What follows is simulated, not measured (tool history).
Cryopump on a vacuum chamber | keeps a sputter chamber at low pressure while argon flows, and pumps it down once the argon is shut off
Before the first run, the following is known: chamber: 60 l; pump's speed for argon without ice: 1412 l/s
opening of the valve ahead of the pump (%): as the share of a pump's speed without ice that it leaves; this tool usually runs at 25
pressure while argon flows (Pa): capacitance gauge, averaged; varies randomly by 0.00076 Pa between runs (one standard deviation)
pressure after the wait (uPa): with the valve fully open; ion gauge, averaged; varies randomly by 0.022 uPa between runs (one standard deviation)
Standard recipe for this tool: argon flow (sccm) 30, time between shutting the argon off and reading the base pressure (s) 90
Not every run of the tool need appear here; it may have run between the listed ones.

| run | day | argon flow (sccm) | time between shutting the argon off and reading the base pressure (s) | opening of the valve ahead of the pump (%) | pressure while argon flows (Pa) | pressure after the wait (uPa) |
|---|---|---|---|---|---|---|
| 1 | 0 | 30 | 90 | 25 | 0.1515 | 1.41 |
| 2 | 3.3 | 30 | 90 | 25 | 0.1506 | 1.45 |
| 3 | 6.396 | 42 | 90 | 25 | 0.2134 | 1.54 |
| 4 | 8.75 | 30 | 90 | 25 | 0.1512 | 1.5 |
| 5 | 10.446 | 30 | 86 | 25 | 0.1536 | 1.52 |
| 6 | 12.483 | 30 | 91 | 25 | 0.1546 | 1.67 |
| 7 | 14.838 | 30 | 91 | 25 | 0.1537 | 1.59 |
| 8 | 17.6 | 30 | 91 | 25 | 0.1543 | 1.68 |
| 9 | 19.504 | 30 | 91 | 25 | 0.1562 | 1.62 |
| 10 | 22.362 | 30 | 91 | 25 | 0.1575 | 1.73 |
| 11 | 24.1 | 23 | 91 | 25 | 0.1191 | 1.81 |
| 12 | 25.954 | 44 | 50 | 37 | 0.1647 | 2.14 |
| 13 | 28.25 | 19 | 28 | 60 | 0.0468 | 2.7 |
|  | 29.629 | pump warmed up, emptied and cooled again |
| 14 | 31.338 | 52 | 53 | 54 | 0.1167 | 1.7 |
| 15 | 33.588 | 52 | 38 | 54 | 0.1176 | 2.1 |
| 16 | 36.521 | 52 | 38 | 22 | 0.2842 | 2.08 |
| 17 | 39.317 | 50 | 133 | 28 | 0.2168 | 1.43 |
| 18 | 42.638 | 51 | 224 | 59 | 0.108 | 1.34 |
| 19 | 44.658 | 51 | 49 | 36 | 0.1738 | 1.95 |
| 20 | 46.396 | 16 | 25 | 25 | 0.0789 | 2.79 |
| 21 | 49.012 | 16 | 54 | 25 | 0.0788 | 1.88 |
| 22 | 51.762 | 23 | 217 | 25 | 0.1127 | 1.45 |

Pick out some run-to-run changes in pressure while argon flows (Pa). Of each, how much would a tool without hidden state show as well, from the settings, what came in and chance, and how much is left for the hidden state and any gauge scatter not in both results compared?
The tool's hidden condition here consists of: pump's speed, % of a pump's without ice; cold plate's temperature, K; leak into the chamber, uPa l/s; drift of the gauge itself on working_pa, %; drift of the gauge itself on base_upa, %.
Run 11 -> 12: argon flow (sccm) 23 -> 44, time between shutting the argon off and reading the base pressure (s) 91 -> 50, opening of the valve ahead of the pump (%) 25 -> 37. pressure while argon flows (Pa) +0.0456: hidden state +0.0104, all else +0.0352.
Run 12 -> 13: argon flow (sccm) 44 -> 19, time between shutting the argon off and reading the base pressure (s) 50 -> 28, opening of the valve ahead of the pump (%) 37 -> 60. pressure while argon flows (Pa) -0.1179: hidden state -0.0114, all else -0.1065.
Run 15 -> 16: opening of the valve ahead of the pump (%) 54 -> 22. pressure while argon flows (Pa) +0.1666: hidden state +0.0009, all else +0.1657.
